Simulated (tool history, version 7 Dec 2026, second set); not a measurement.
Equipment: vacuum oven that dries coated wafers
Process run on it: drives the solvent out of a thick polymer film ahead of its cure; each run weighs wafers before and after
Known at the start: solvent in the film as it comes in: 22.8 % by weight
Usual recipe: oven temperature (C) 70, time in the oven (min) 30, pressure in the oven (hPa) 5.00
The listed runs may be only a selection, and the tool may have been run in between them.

run    hour  oven temperature (C)  time in the oven (min)  pressure in the oven (hPa)  solvent left in the film (%)
  1     0.0                    70                      30                        5.00                          5.17
  2    59.9                    70                      15                        5.00                          9.69
  3   132.7                    70                      15                        5.00                          9.87
  4   182.3                    70                      15                        5.00                          9.81
  5   260.3                    70                      15                        5.00                          9.79
      267.0  -- vacuum gauge cleaned of residue and calibrated
  6   362.7                    70                      15                        5.00                          9.81
  7   468.5                    70                      30                        5.00                          5.39
      534.5  -- vacuum gauge cleaned of residue and calibrated, once more
  8   549.8                    70                      30                        5.00                          5.32
  9   613.7                    69                      30                        5.00                          5.90
 10   697.5                    70                      31                        5.00                          5.21
      737.6  -- oven's thermocouples calibrated
 11   777.9                    78                      20                        3.84                          3.43
 12   845.2                    64                      30                        4.97                          8.21
 13   951.8                    64                      30                        4.97                          8.38
 14  1032.2                    71                      30                        4.79                          4.43
 15  1113.7                    80                      51                        4.25                          0.22
 16  1215.1                    63                      51                        4.25                          5.43

Branching from run 16: 5 alternative next runs. What would each branch give?
  A  1325.3                    74                      44                       11.71                             ?
  B  1325.3                    70                      41                        5.70                             ?
  C  1325.3                    63                      51                        7.51                             ?
  D  1325.3                    69                      51                        4.25                             ?
  E  1325.3                    70                      30                        3.18                             ?

run  solvent left in the film (%)
  A                          1.61
  B                          3.20
  C                          5.52
  D                          2.53
  E                          5.05
Stripped of hidden state, with their random variation kept, the same runs would have yielded:
run  solvent left in the film (%)
  A                          1.55
  B                          3.12
  C                          5.42
  D                          2.45
  E                          4.96
